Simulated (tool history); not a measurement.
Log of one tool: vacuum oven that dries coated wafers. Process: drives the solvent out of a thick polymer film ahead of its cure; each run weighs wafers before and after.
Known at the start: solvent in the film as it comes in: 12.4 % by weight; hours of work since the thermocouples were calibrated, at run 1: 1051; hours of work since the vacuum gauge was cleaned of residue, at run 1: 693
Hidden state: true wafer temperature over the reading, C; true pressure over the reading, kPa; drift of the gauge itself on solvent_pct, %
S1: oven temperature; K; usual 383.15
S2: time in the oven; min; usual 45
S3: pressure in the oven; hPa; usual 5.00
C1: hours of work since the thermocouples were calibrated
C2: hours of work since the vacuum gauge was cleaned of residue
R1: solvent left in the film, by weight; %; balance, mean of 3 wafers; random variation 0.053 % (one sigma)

run   hour      S1  S2     S3    C1   C2    R1
  1    0.0  383.15  45   5.00  1051  693  1.83
  2   33.5  373.15  45   5.00  1074  716  4.25
  3   76.7  373.15  45   5.00  1104  745  4.27
  4  103.5  373.15  45   5.00  1122  764  4.14
  5  130.5  383.15  56   5.00  1140  782  1.40
  6  152.6  383.15  45   5.00  1156  797  1.77
  7  173.5  383.15  43   5.00  1170  811  1.91
  8  214.3  383.15  43   5.00  1198  839  1.97
  9  234.4  397.15  43   4.35  1211  853  0.50
 10  263.2  382.15  65   5.00  1231  873  1.38
 11  288.3  382.15  65   5.00  1248  890  1.33
 12  318.1  382.15  65   5.00  1268  910  1.31
     323.4  -- vacuum gauge cleaned of residue and calibrated
 13  353.6  389.15  65  19.71  1291   21  1.95
 14  382.6  393.15  65  19.71  1311   40  1.70
 15  424.2  383.15  66   5.00  1340   69  1.27
 16  453.5  388.15  35   7.33  1360   89  1.97

3 ways to go on from here, each from the tool as it stands after run 16. What would each give?
  A  478.6  395.15  58   5.00  1377  106   ?
  B  478.6  388.15  35  13.96  1377  106   ?
  C  478.6  383.15  45   7.26  1377  106   ?

run    R1
  A  0.66
  B  2.28
  C  2.21
Without the tool's hidden state the same runs would have given:
run    R1
  A  0.31
  B  2.15
  C  2.02

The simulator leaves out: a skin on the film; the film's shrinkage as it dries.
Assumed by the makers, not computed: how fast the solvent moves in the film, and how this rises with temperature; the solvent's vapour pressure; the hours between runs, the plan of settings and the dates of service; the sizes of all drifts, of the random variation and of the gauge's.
